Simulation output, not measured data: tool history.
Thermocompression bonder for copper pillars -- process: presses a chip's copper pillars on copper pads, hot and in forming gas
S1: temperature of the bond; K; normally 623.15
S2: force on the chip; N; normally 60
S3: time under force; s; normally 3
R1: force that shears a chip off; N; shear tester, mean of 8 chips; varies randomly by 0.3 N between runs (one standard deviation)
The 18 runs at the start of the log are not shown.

run,hour,S1,S2,S3,R1
19,1096.6,623.15,60,3,35.5
# hour 1142.4: forming gas filter changed
20,1177.0,623.15,60,3,37.3
# hour 1196.5: force cell calibrated
21,1263.0,613.15,83,2,39.6
22,1301.8,648.15,50,8,63.4
23,1338.6,621.15,50,8,48.5
24,1392.2,605.15,88,2,37.6
25,1431.7,629.15,56,9,59.8
26,1515.5,633.15,59,4,48.6
27,1579.2,648.15,55,3,49.0
28,1641.3,642.15,55,7,61.6
29,1717.3,642.15,55,7,60.9
30,1799.3,601.15,38,5,24.8
31,1845.1,620.15,37,5,31.0
32,1903.6,620.15,37,5,30.8
33,1988.6,620.15,37,4,28.2
# hour 2041.5: forming gas filter changed
34,2070.5,620.15,37,4,29.9
35,2132.0,629.15,57,3,43.6
36,2218.6,629.15,57,3,43.4

Run 37, settings as shown, results not yet in. Your forecast:
37,2264.8,633.15,69,4,?

R1: 58.3 N
Were there no unlogged condition in the tool, this run, its random variation unchanged, would have produced R1 53.5 N.
